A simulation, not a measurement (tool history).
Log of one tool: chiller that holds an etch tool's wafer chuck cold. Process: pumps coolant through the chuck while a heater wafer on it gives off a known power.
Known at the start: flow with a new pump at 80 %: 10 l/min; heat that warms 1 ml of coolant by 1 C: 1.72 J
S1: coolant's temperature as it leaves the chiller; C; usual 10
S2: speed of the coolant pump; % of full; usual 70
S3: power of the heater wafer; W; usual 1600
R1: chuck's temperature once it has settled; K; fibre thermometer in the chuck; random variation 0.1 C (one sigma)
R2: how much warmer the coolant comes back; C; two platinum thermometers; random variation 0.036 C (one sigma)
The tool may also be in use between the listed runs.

{"run": 1, "hour": 0.0, "S1": 10, "S2": 70, "S3": 1600, "R1": 306.95, "R2": 6.7}
{"run": 2, "hour": 22.6, "S1": 10, "S2": 64, "S3": 1600, "R1": 309.15, "R2": 7.33}
{"run": 3, "hour": 58.6, "S1": 10, "S2": 64, "S3": 1600, "R1": 309.05, "R2": 7.35}
{"run": 4, "hour": 91.9, "S1": 10, "S2": 70, "S3": 1517, "R1": 306.05, "R2": 6.3}
{"run": 5, "hour": 119.8, "S1": 10, "S2": 70, "S3": 918, "R1": 296.95, "R2": 3.83}
{"run": 6, "hour": 157.8, "S1": 9, "S2": 70, "S3": 918, "R1": 295.85, "R2": 3.82}
{"run": 7, "hour": 181.3, "S1": 9, "S2": 70, "S3": 918, "R1": 295.95, "R2": 3.83}
{"run": 8, "hour": 227.8, "S1": 3, "S2": 70, "S3": 1600, "R1": 300.15, "R2": 6.63}
{"run": 9, "hour": 271.9, "S1": 3, "S2": 70, "S3": 1600, "R1": 300.55, "R2": 6.65}
{"run": 10, "hour": 319.7, "S1": 10, "S2": 70, "S3": 1600, "R1": 307.25, "R2": 6.67}
{"run": 11, "hour": 342.6, "S1": 18, "S2": 70, "S3": 1600, "R1": 315.25, "R2": 6.71}
{"run": 12, "hour": 369.9, "S1": 18, "S2": 70, "S3": 1600, "R1": 315.55, "R2": 6.64}
{"run": 13, "hour": 408.5, "S1": 5, "S2": 70, "S3": 1600, "R1": 302.65, "R2": 6.68}
{"run": 14, "hour": 431.7, "S1": 10, "S2": 70, "S3": 1600, "R1": 307.65, "R2": 6.76}
{"run": 15, "hour": 477.3, "S1": 10, "S2": 70, "S3": 1600, "R1": 307.65, "R2": 6.66}
{"hour": 484.9, "done": "coolant pump overhauled"}
{"run": 16, "hour": 508.2, "S1": 10, "S2": 70, "S3": 1600, "R1": 307.85, "R2": 6.8}
{"run": 17, "hour": 529.6, "S1": 10, "S2": 70, "S3": 1600, "R1": 307.85, "R2": 6.81}
{"run": 18, "hour": 557.2, "S1": 10, "S2": 89, "S3": 1924, "R1": 307.35, "R2": 6.29}
{"run": 19, "hour": 586.4, "S1": 10, "S2": 89, "S3": 1924, "R1": 307.45, "R2": 6.26}
{"run": 20, "hour": 623.5, "S1": 10, "S2": 89, "S3": 1924, "R1": 307.35, "R2": 6.26}
{"run": 21, "hour": 660.0, "S1": 7, "S2": 62, "S3": 1472, "R1": 305.85, "R2": 7.14}
{"run": 22, "hour": 685.4, "S1": 10, "S2": 73, "S3": 1608, "R1": 307.35, "R2": 6.51}
{"run": 23, "hour": 706.9, "S1": 10, "S2": 70, "S3": 1162, "R1": 301.35, "R2": 4.93}
{"hour": 748.6, "done": "coolant pump overhauled, once more"}
{"run": 24, "hour": 755.9, "S1": 10, "S2": 70, "S3": 1162, "R1": 300.75, "R2": 4.69}
{"run": 25, "hour": 781.5, "S1": 10, "S2": 70, "S3": 1162, "R1": 300.85, "R2": 4.7}
{"run": 26, "hour": 826.7, "S1": 10, "S2": 70, "S3": 1162, "R1": 300.65, "R2": 4.66}
{"run": 27, "hour": 866.3, "S1": 15, "S2": 85, "S3": 2329, "R1": 317.65, "R2": 7.6}
{"run": 28, "hour": 894.5, "S1": 11, "S2": 62, "S3": 1600, "R1": 310.95, "R2": 7.38}
{"run": 29, "hour": 923.2, "S1": 11, "S2": 62, "S3": 1600, "R1": 311.05, "R2": 7.43}
{"run": 30, "hour": 949.1, "S1": 15, "S2": 70, "S3": 1899, "R1": 316.75, "R2": 7.68}
{"run": 31, "hour": 976.0, "S1": 3, "S2": 66, "S3": 1714, "R1": 303.55, "R2": 7.37}
{"run": 32, "hour": 1018.9, "S1": 13, "S2": 70, "S3": 1523, "R1": 309.35, "R2": 6.12}

Forecast each of these 3 alternatives for the next run:
{"run": "A", "hour": 1039.8, "S1": 10, "S2": 70, "S3": 1576, "R1": "?", "R2": "?"}
{"run": "B", "hour": 1039.8, "S1": 15, "S2": 70, "S3": 1523, "R1": "?", "R2": "?"}
{"run": "C", "hour": 1039.8, "S1": 19, "S2": 93, "S3": 1523, "R1": "?", "R2": "?"}

run=A R1=307.45 R2=6.38
run=B R1=311.25 R2=6.21
run=C R1=310.15 R2=4.52
Without the tool's hidden state the same runs would have given:
run=A R1=304.25 R2=6.36
run=B R1=308.15 R2=6.19
run=C R1=307.75 R2=4.5
